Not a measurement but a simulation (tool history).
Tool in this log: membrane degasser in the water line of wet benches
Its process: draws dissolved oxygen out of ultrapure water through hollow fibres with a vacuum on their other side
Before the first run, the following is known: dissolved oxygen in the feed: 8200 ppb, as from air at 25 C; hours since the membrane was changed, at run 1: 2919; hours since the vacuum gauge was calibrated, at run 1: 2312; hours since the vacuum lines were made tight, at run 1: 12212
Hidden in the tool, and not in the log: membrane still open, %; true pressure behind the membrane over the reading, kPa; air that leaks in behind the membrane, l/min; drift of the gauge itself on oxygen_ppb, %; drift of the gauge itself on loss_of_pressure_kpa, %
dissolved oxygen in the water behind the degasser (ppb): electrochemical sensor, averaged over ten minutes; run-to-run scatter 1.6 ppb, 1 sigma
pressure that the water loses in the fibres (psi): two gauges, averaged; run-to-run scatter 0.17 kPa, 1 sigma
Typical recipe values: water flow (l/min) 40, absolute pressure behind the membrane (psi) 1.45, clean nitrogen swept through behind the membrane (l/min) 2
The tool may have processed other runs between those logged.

| run | hour | water flow (l/min) | absolute pressure behind the membrane (psi) | clean nitrogen swept through behind the membrane (l/min) | hours since the membrane was changed | hours since the vacuum gauge was calibrated | hours since the vacuum lines were made tight | dissolved oxygen in the water behind the degasser (ppb) | pressure that the water loses in the fibres (psi) |
|---|---|---|---|---|---|---|---|---|---|
| 1 | 0 | 40 | 1.45 | 2 | 2919 | 2312 | 12212 | 306.7 | 4.103 |
| 2 | 70.4 | 40 | 1.45 | 2 | 2989 | 2383 | 12283 | 307.3 | 4.142 |
| 3 | 122.4 | 40 | 1.45 | 2 | 3041 | 2435 | 12335 | 306.4 | 4.173 |
| 4 | 183.6 | 40 | 1.2 | 2 | 3102 | 2496 | 12396 | 232.7 | 4.109 |
| 5 | 247.3 | 40 | 1.2 | 2 | 3166 | 2560 | 12460 | 236.1 | 4.15 |
| 6 | 289.7 | 40 | 1.2 | 2 | 3208 | 2602 | 12502 | 234 | 4.103 |
| 7 | 326.5 | 59 | 1.62 | 1.37 | 3245 | 2639 | 12539 | 666 | 6.1 |
| 8 | 389.8 | 59 | 1.62 | 1.37 | 3308 | 2702 | 12602 | 658.1 | 6.122 |
| 9 | 440.9 | 59 | 1.65 | 1.37 | 3359 | 2753 | 12653 | 680.9 | 6.1 |
| 10 | 513.2 | 39 | 2.12 | 1.5 | 3432 | 2826 | 12726 | 617.8 | 4.035 |
| 11 | 575.3 | 40 | 3.13 | 4.78 | 3494 | 2888 | 12788 | 363.4 | 4.177 |
| 12 | 644.5 | 31 | 1.45 | 4.22 | 3563 | 2957 | 12857 | 124.1 | 3.284 |

Here are 3 independent what-if runs from the current tool condition. What would each one return?
| A | 675.9 | 41 | 3.51 | 4.22 | 3594 | 2988 | 12888 | ? | ? |
| B | 675.9 | 40 | 3.06 | 2 | 3594 | 2988 | 12888 | ? | ? |
| C | 675.9 | 28 | 1.29 | 4.22 | 3594 | 2988 | 12888 | ? | ? |

| run | dissolved oxygen in the water behind the degasser (ppb) | pressure that the water loses in the fibres (psi) |
|---|---|---|
| A | 467.2 | 4.305 |
| B | 748.1 | 4.161 |
| C | 95.1 | 2.915 |
With no hidden state in the tool, these same runs would have given:
| run | dissolved oxygen in the water behind the degasser (ppb) | pressure that the water loses in the fibres (psi) |
|---|---|---|
| A | 460.7 | 4.234 |
| B | 738.6 | 4.093 |
| C | 91.6 | 2.867 |
